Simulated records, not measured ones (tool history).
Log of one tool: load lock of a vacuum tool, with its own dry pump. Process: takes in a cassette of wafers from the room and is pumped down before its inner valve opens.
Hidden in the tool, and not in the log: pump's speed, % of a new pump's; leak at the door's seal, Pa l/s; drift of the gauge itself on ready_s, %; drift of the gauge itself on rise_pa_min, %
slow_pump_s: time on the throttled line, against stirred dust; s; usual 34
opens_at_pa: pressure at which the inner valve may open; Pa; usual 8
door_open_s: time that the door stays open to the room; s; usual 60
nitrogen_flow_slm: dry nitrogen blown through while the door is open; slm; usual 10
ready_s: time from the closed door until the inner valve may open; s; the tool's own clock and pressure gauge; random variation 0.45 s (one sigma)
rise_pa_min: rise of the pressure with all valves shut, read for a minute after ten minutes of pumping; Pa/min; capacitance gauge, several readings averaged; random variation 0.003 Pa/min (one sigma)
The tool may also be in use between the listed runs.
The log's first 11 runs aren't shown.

| run | hour | slow_pump_s | opens_at_pa | door_open_s | nitrogen_flow_slm | hours that the pump has run since its overhaul | times that the door has closed on its seal | incoming humidity of the room's air, % | ready_s | rise_pa_min |
|---|---|---|---|---|---|---|---|---|---|---|
| 12 | 806.6 | 34 | 8 | 60 | 24 | 6668 | 3113 | 41.8 | 59.5 | 0.037 |
| 13 | 857.4 | 34 | 8 | 60 | 10 | 6719 | 3194 | 44.3 | 59.1 | 0.047 |
| 14 | 937.1 | 34 | 8 | 60 | 10 | 6799 | 3321 | 46.7 | 58.9 | 0.046 |
| 15 | 1027.8 | 34 | 8 | 60 | 10 | 6889 | 3465 | 41.7 | 58.6 | 0.048 |
| 16 | 1138.4 | 34 | 8 | 60 | 10 | 7000 | 3641 | 45.2 | 59.2 | 0.054 |
| 17 | 1237.3 | 34 | 8 | 60 | 10 | 7099 | 3798 | 44.4 | 58.9 | 0.050 |
| 18 | 1347.4 | 34 | 8 | 60 | 10 | 7209 | 3973 | 45.7 | 60.0 | 0.055 |
| 19 | 1400.5 | 34 | 8 | 60 | 10 | 7262 | 4057 | 46.5 | 59.5 | 0.055 |
| 20 | 1459.7 | 34 | 8 | 60 | 10 | 7321 | 4151 | 46.6 | 59.3 | 0.055 |
| 21 | 1568.5 | 34 | 8 | 60 | 10 | 7430 | 4324 | 45.6 | 59.3 | 0.055 |
| 22 | 1658.0 | 34 | 8 | 60 | 39 | 7520 | 4466 | 44.5 | 59.8 | 0.037 |
| 23 | 1734.3 | 34 | 8 | 60 | 39 | 7596 | 4588 | 51.0 | 59.6 | 0.038 |
| 24 | 1839.5 | 51 | 8 | 60 | 24 | 7701 | 4755 | 41.3 | 72.6 | 0.046 |
| 25 | 1895.6 | 50 | 11 | 83 | 27 | 7757 | 4844 | 41.1 | 71.0 | 0.041 |
| 26 | 1992.9 | 50 | 11 | 29 | 27 | 7855 | 4999 | 46.9 | 72.0 | 0.031 |
| 27 | 2105.0 | 50 | 11 | 29 | 27 | 7967 | 5177 | 40.6 | 71.4 | 0.027 |
| 28 | 2190.1 | 48 | 14 | 31 | 28 | 8052 | 5312 | 46.1 | 68.4 | 0.036 |
| 29 | 2287.4 | 48 | 14 | 31 | 28 | 8149 | 5467 | 46.7 | 68.5 | 0.033 |
| 30 | 2372.4 | 48 | 9 | 31 | 5 | 8234 | 5602 | 43.6 | 71.4 | 0.043 |
| 31 | 2445.4 | 19 | 9 | 31 | 5 | 8307 | 5718 | 41.9 | 47.4 | 0.041 |
| 32 | 2559.2 | 34 | 8 | 47 | 10 | 8421 | 5899 | 45.1 | 60.2 | 0.048 |
| 33 | 2626.6 | 27 | 15 | 60 | 10 | 8488 | 6006 | 43.7 | 51.7 | 0.059 |
| 34 | 2705.2 | 17 | 8 | 60 | 10 | 8567 | 6131 | 41.4 | 45.7 | 0.051 |
| 35 | 2808.9 | 34 | 9 | 60 | 10 | 8671 | 6296 | 44.3 | 59.8 | 0.049 |
| 36 | 2881.7 | 34 | 9 | 60 | 10 | 8743 | 6411 | 48.0 | 59.0 | 0.054 |

Forecast each of these 5 alternatives for the next run:
| A | 2972.7 | 34 | 10 | 58 | 31 | 8834 | 6556 | 44.6 | ? | ? |
| B | 2972.7 | 34 | 9 | 70 | 10 | 8834 | 6556 | 45.6 | ? | ? |
| C | 2972.7 | 34 | 7 | 60 | 26 | 8834 | 6556 | 47.1 | ? | ? |
| D | 2972.7 | 34 | 11 | 175 | 10 | 8834 | 6556 | 44.6 | ? | ? |
| E | 2972.7 | 44 | 7 | 27 | 10 | 8834 | 6556 | 46.8 | ? | ? |

| run | ready_s | rise_pa_min |
|---|---|---|
| A | 59.5 | 0.042 |
| B | 58.8 | 0.059 |
| C | 61.1 | 0.045 |
| D | 59.5 | 0.088 |
| E | 68.7 | 0.035 |
Without the tool's hidden state the same runs would have given:
| run | ready_s | rise_pa_min |
|---|---|---|
| A | 56.0 | 0.037 |
| B | 55.3 | 0.054 |
| C | 57.5 | 0.040 |
| D | 56.1 | 0.083 |
| E | 65.3 | 0.030 |
